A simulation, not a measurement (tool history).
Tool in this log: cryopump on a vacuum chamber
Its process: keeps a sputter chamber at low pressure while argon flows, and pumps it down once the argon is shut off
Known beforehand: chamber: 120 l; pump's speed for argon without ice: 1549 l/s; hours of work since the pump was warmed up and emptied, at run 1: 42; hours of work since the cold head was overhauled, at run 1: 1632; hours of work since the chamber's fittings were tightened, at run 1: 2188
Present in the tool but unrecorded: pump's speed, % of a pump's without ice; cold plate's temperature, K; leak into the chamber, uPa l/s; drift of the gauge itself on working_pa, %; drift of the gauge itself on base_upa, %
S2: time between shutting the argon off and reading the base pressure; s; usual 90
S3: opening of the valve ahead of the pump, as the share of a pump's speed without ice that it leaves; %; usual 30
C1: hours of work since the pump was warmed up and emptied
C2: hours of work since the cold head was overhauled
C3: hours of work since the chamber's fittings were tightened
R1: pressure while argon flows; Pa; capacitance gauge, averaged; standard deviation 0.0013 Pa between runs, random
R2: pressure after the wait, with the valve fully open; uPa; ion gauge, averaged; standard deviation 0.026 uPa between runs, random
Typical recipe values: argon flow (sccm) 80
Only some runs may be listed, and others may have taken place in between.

{"run": 1, "hour": 0.0, "argon flow (sccm)": 80, "S2": 90, "S3": 30, "C1": 42, "C2": 1632, "C3": 2188, "R1": 0.2952, "R2": 2.55}
{"run": 2, "hour": 71.5, "argon flow (sccm)": 80, "S2": 90, "S3": 30, "C1": 97, "C2": 1686, "C3": 2243, "R1": 0.299, "R2": 2.71}
{"run": 3, "hour": 158.1, "argon flow (sccm)": 80, "S2": 90, "S3": 30, "C1": 163, "C2": 1752, "C3": 2309, "R1": 0.3026, "R2": 2.78}
{"run": 4, "hour": 234.4, "argon flow (sccm)": 80, "S2": 90, "S3": 30, "C1": 221, "C2": 1811, "C3": 2367, "R1": 0.3085, "R2": 2.98}
{"run": 5, "hour": 296.8, "argon flow (sccm)": 80, "S2": 90, "S3": 41, "C1": 268, "C2": 1858, "C3": 2414, "R1": 0.2354, "R2": 3.1}
{"run": 6, "hour": 341.6, "argon flow (sccm)": 80, "S2": 90, "S3": 41, "C1": 303, "C2": 1892, "C3": 2449, "R1": 0.2388, "R2": 3.14}
{"hour": 351.4, "done": "pump warmed up, emptied and cooled again"}
{"run": 7, "hour": 410.5, "argon flow (sccm)": 80, "S2": 86, "S3": 30, "C1": 45, "C2": 1941, "C3": 2497, "R1": 0.298, "R2": 2.8}
{"run": 8, "hour": 469.5, "argon flow (sccm)": 92, "S2": 36, "S3": 59, "C1": 90, "C2": 1986, "C3": 2542, "R1": 0.1801, "R2": 4.25}
{"run": 9, "hour": 509.5, "argon flow (sccm)": 113, "S2": 40, "S3": 17, "C1": 120, "C2": 2016, "C3": 2573, "R1": 0.7368, "R2": 4.03}
{"run": 10, "hour": 578.6, "argon flow (sccm)": 140, "S2": 40, "S3": 27, "C1": 173, "C2": 2069, "C3": 2625, "R1": 0.5897, "R2": 4.13}
{"run": 11, "hour": 671.7, "argon flow (sccm)": 40, "S2": 65, "S3": 27, "C1": 244, "C2": 2140, "C3": 2696, "R1": 0.1715, "R2": 3.5}
{"run": 12, "hour": 714.7, "argon flow (sccm)": 144, "S2": 22, "S3": 30, "C1": 277, "C2": 2173, "C3": 2729, "R1": 0.5648, "R2": 6.4}
{"hour": 760.0, "done": "pump warmed up, emptied and cooled again"}
{"run": 13, "hour": 793.9, "argon flow (sccm)": 87, "S2": 45, "S3": 30, "C1": 26, "C2": 2229, "C3": 2785, "R1": 0.3184, "R2": 3.79}
{"run": 14, "hour": 874.4, "argon flow (sccm)": 87, "S2": 45, "S3": 30, "C1": 87, "C2": 2290, "C3": 2847, "R1": 0.3244, "R2": 3.99}

How would selected steps in R1 from run to run divide? Give the signed amount a tool lacking its hidden state would still show from settings, what came in and random variation, and the signed amount left for the hidden state, including any gauge scatter that is not in both of the compared results.
Run 8 -> 9: argon flow (sccm) 92 -> 113, S2 36 -> 40, S3 59 -> 17. R1 +0.5567 Pa: hidden state +0.0053, all else +0.5514.
Run 12 -> 13: argon flow (sccm) 144 -> 87, S2 22 -> 45, pump warmed up, emptied and cooled again. R1 -0.2464 Pa: hidden state -0.0379, all else -0.2085.
